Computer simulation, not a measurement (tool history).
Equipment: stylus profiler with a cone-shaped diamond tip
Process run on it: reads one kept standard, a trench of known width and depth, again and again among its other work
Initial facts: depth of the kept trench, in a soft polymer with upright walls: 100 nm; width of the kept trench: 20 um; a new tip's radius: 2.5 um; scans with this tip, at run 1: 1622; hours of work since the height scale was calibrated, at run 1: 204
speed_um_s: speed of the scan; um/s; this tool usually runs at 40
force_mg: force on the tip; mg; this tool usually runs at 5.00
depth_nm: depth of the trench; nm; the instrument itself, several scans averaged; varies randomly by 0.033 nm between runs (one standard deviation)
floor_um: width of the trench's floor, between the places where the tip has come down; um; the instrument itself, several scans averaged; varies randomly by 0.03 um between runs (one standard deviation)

| run | hour | speed_um_s | force_mg | scans with this tip | hours of work since the height scale was calibrated | depth_nm | floor_um |
|---|---|---|---|---|---|---|---|
| 1 | 0.0 | 40 | 5.00 | 1622 | 204 | 102.16 | 18.20 |
| 2 | 62.6 | 40 | 2.17 | 1971 | 248 | 101.25 | 18.12 |
| 3 | 111.5 | 40 | 2.53 | 2244 | 283 | 101.39 | 18.04 |
| 4 | 151.1 | 48 | 2.53 | 2465 | 310 | 101.44 | 18.06 |
| 5 | 193.2 | 40 | 5.00 | 2700 | 340 | 102.11 | 18.12 |
| 6 | 249.8 | 40 | 5.00 | 3016 | 380 | 102.18 | 18.05 |
| 7 | 332.9 | 40 | 5.00 | 3480 | 438 | 102.18 | 18.01 |
| 8 | 405.8 | 40 | 5.00 | 3886 | 489 | 102.21 | 17.97 |
| 9 | 490.6 | 40 | 5.00 | 4359 | 549 | 102.21 | 17.93 |
| 10 | 571.8 | 40 | 5.00 | 4813 | 606 | 102.16 | 17.94 |
| 11 | 631.1 | 40 | 5.00 | 5144 | 648 | 102.17 | 17.87 |
|  | 635.3 | height scale calibrated on a step standard |
| 12 | 691.0 | 40 | 5.00 | 5475 | 39 | 102.24 | 17.81 |
| 13 | 763.8 | 19 | 5.00 | 5881 | 90 | 102.29 | 17.84 |
|  | 773.6 | height scale calibrated on a step standard, once more |
| 14 | 814.4 | 18 | 3.87 | 6161 | 29 | 101.78 | 17.83 |
| 15 | 877.5 | 18 | 3.87 | 6513 | 73 | 101.79 | 17.81 |
| 16 | 939.3 | 63 | 11.66 | 6858 | 116 | 103.74 | 17.68 |
| 17 | 1021.4 | 85 | 10.26 | 7316 | 174 | 103.44 | 17.57 |
| 18 | 1104.4 | 14 | 11.66 | 7779 | 232 | 103.75 | 17.77 |
| 19 | 1154.3 | 87 | 14.88 | 8057 | 267 | 104.37 | 17.56 |
| 20 | 1239.4 | 40 | 2.01 | 8533 | 327 | 101.18 | 17.38 |
| 21 | 1317.7 | 40 | 2.01 | 8969 | 382 | 101.24 | 17.44 |
| 22 | 1394.0 | 40 | 2.01 | 9395 | 436 | 101.26 | 17.35 |
| 23 | 1447.6 | 40 | 11.97 | 9694 | 474 | 103.85 | 17.51 |
| 24 | 1526.6 | 40 | 6.16 | 10135 | 529 | 102.44 | 17.42 |
| 25 | 1599.4 | 40 | 6.16 | 10541 | 580 | 102.47 | 17.40 |

Predict each of these 5 candidate next runs independently; none follows another, all start after run 25:
| A | 1676.5 | 60 | 1.67 | 10972 | 634 | ? | ? |
| B | 1676.5 | 30 | 3.70 | 10972 | 634 | ? | ? |
| C | 1676.5 | 11 | 4.38 | 10972 | 634 | ? | ? |
| D | 1676.5 | 15 | 6.16 | 10972 | 634 | ? | ? |
| E | 1676.5 | 55 | 3.13 | 10972 | 634 | ? | ? |

| run | depth_nm | floor_um |
|---|---|---|
| A | 101.16 | 17.11 |
| B | 101.88 | 17.42 |
| C | 102.03 | 17.49 |
| D | 102.50 | 17.49 |
| E | 101.67 | 17.23 |
The same runs, with their run-to-run variation unchanged, on a tool lacking any hidden condition would have given:
| run | depth_nm | floor_um |
|---|---|---|
| A | 101.03 | 18.17 |
| B | 101.75 | 18.47 |
| C | 101.90 | 18.54 |
| D | 102.37 | 18.55 |
| E | 101.54 | 18.28 |
